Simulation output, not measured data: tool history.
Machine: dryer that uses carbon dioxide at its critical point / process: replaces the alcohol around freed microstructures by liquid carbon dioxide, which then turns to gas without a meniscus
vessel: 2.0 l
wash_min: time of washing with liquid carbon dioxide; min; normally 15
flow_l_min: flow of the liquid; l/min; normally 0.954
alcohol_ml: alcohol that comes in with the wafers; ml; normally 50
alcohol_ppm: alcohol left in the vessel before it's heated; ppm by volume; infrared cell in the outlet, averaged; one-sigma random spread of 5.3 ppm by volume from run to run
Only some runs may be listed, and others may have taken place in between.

run 1 day=0.000 | wash_min=15 flow_l_min=0.954 alcohol_ml=50 | alcohol_ppm=194
run 2 day=0.404 | wash_min=22 flow_l_min=0.954 alcohol_ml=50 | alcohol_ppm=72
run 3 day=1.288 | wash_min=15 flow_l_min=0.954 alcohol_ml=50 | alcohol_ppm=209
run 4 day=2.138 | wash_min=15 flow_l_min=0.954 alcohol_ml=50 | alcohol_ppm=217
run 5 day=2.921 | wash_min=15 flow_l_min=0.954 alcohol_ml=50 | alcohol_ppm=204
run 6 day=3.475 | wash_min=15 flow_l_min=0.954 alcohol_ml=50 | alcohol_ppm=221
run 7 day=3.942 | wash_min=15 flow_l_min=0.673 alcohol_ml=50 | alcohol_ppm=751
run 8 day=4.408 | wash_min=15 flow_l_min=0.954 alcohol_ml=50 | alcohol_ppm=219
run 9 day=5.288 | wash_min=15 flow_l_min=0.954 alcohol_ml=34 | alcohol_ppm=178
run 10 day=6.008 | wash_min=15 flow_l_min=0.954 alcohol_ml=34 | alcohol_ppm=192
run 11 day=6.412 | wash_min=20 flow_l_min=1.485 alcohol_ml=56 | alcohol_ppm=76
run 12 day=6.946 | wash_min=16 flow_l_min=1.521 alcohol_ml=23 | alcohol_ppm=71
run 13 day=7.354 | wash_min=16 flow_l_min=1.521 alcohol_ml=23 | alcohol_ppm=72
run 14 day=8.083 | wash_min=15 flow_l_min=0.890 alcohol_ml=53 | alcohol_ppm=326
run 15 day=8.696 | wash_min=15 flow_l_min=0.739 alcohol_ml=21 | alcohol_ppm=306
run 16 day=9.521 | wash_min=9 flow_l_min=0.887 alcohol_ml=114 | alcohol_ppm=3488
run 17 day=10.154 | wash_min=15 flow_l_min=0.958 alcohol_ml=22 | alcohol_ppm=163
run 18 day=10.738 | wash_min=15 flow_l_min=0.787 alcohol_ml=56 | alcohol_ppm=560
run 19 day=11.400 | wash_min=23 flow_l_min=0.797 alcohol_ml=50 | alcohol_ppm=142
run 20 day=12.108 | wash_min=15 flow_l_min=0.672 alcohol_ml=89 | alcohol_ppm=1526

What if the next run were any one of these 3? Each begins from the tool's condition after run 20:
-- day=12.271 inlet filter changed
run A day=12.858 | wash_min=15 flow_l_min=0.954 alcohol_ml=42 | alcohol_ppm=?
-- day=12.271 inlet filter changed
run B day=12.858 | wash_min=11 flow_l_min=0.899 alcohol_ml=95 | alcohol_ppm=?
-- day=12.271 inlet filter changed
run C day=12.858 | wash_min=19 flow_l_min=0.954 alcohol_ml=50 | alcohol_ppm=?

run=A alcohol_ppm=191
run=B alcohol_ppm=1245
run=C alcohol_ppm=117
Take away the tool's hidden state, keep each run's random variation, and the runs would have read:
run=A alcohol_ppm=98
run=B alcohol_ppm=1142
run=C alcohol_ppm=27
